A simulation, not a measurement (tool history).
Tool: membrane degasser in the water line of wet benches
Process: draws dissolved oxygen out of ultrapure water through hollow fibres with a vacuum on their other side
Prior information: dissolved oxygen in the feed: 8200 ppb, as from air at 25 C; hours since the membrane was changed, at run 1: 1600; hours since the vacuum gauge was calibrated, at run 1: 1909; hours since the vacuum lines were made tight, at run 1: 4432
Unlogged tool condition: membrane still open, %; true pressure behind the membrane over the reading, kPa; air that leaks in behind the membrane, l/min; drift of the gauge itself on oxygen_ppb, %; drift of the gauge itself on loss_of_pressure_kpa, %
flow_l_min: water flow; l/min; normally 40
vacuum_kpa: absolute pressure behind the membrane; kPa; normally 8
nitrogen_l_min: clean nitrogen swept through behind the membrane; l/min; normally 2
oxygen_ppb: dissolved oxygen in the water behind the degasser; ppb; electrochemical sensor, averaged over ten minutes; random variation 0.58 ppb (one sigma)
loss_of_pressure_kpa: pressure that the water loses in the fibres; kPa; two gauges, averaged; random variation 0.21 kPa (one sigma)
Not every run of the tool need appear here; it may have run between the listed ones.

| run | hour | flow_l_min | vacuum_kpa | nitrogen_l_min | hours since the membrane was changed | hours since the vacuum gauge was calibrated | hours since the vacuum lines were made tight | oxygen_ppb | loss_of_pressure_kpa |
|---|---|---|---|---|---|---|---|---|---|
| 1 | 0 | 40 | 8 | 2 | 1600 | 1909 | 4432 | 215.8 | 47.73 |
| 2 | 132.7 | 40 | 8 | 2 | 1732 | 2042 | 4565 | 215.1 | 48.03 |
| 3 | 292.3 | 40 | 8 | 3.68 | 1892 | 2202 | 4725 | 127.6 | 47.81 |
| 4 | 509.6 | 40 | 8 | 3.68 | 2109 | 2419 | 4942 | 127 | 48.06 |
| 5 | 771.4 | 40 | 8 | 3.68 | 2371 | 2681 | 5204 | 127.3 | 48.07 |
| 6 | 983.1 | 40 | 8 | 3.68 | 2583 | 2893 | 5415 | 127.7 | 48.03 |
|  | 1199.8 | vacuum gauge calibrated |
| 7 | 1283.2 | 40 | 8 | 3.68 | 2882 | 83 | 5715 | 128 | 47.93 |
| 8 | 1575.9 | 34 | 8 | 2 | 3175 | 376 | 6008 | 187.9 | 41.14 |
|  | 1737.9 | vacuum gauge calibrated, once more |
| 9 | 1870.9 | 34 | 8 | 2 | 3470 | 133 | 6302 | 185.1 | 40.92 |
| 10 | 2056 | 41 | 5.9 | 4.04 | 3655 | 318 | 6487 | 70.9 | 49.62 |
|  | 2171.8 | seals of the vacuum lines changed |
| 11 | 2210.9 | 41 | 15.04 | 3.09 | 3808 | 471 | 39 | 355 | 49.62 |
| 12 | 2500.2 | 25 | 7.05 | 2 | 4097 | 760 | 328 | 111.6 | 30.05 |
| 13 | 2672.7 | 52 | 6.11 | 5.63 | 4269 | 933 | 501 | 82.1 | 63.23 |
| 14 | 2847 | 52 | 6.11 | 5.63 | 4444 | 1107 | 675 | 82.4 | 62.76 |
| 15 | 3062.3 | 52 | 6.11 | 5.63 | 4659 | 1322 | 891 | 83.2 | 63.28 |
| 16 | 3322.1 | 34 | 7.46 | 0.85 | 4919 | 1582 | 1150 | 335.3 | 41.73 |
| 17 | 3570.2 | 32 | 12.49 | 5.16 | 5167 | 1830 | 1398 | 140.1 | 38.87 |
| 18 | 3692.3 | 50 | 14.97 | 2.08 | 5289 | 1952 | 1521 | 597.5 | 61.02 |

What if the next run were any one of these 4? Each begins from the tool's condition after run 18:
| A | 3925.8 | 34 | 12.96 | 2 | 5523 | 2186 | 1754 | ? | ? |
| B | 3925.8 | 49 | 10.2 | 1.37 | 5523 | 2186 | 1754 | ? | ? |
| C | 3925.8 | 32 | 6.44 | 1.4 | 5523 | 2186 | 1754 | ? | ? |
| D | 3925.8 | 50 | 10.2 | 2.08 | 5523 | 2186 | 1754 | ? | ? |

| run | oxygen_ppb | loss_of_pressure_kpa |
|---|---|---|
| A | 366.9 | 41.22 |
| B | 501.6 | 59.63 |
| C | 164.1 | 38.74 |
| D | 372.1 | 60.72 |
With the hidden condition removed and each run's random variation left untouched, the same runs would have given:
| run | oxygen_ppb | loss_of_pressure_kpa |
|---|---|---|
| A | 363.7 | 40.12 |
| B | 496.5 | 58.04 |
| C | 161.5 | 37.69 |
| D | 367.1 | 59.09 |
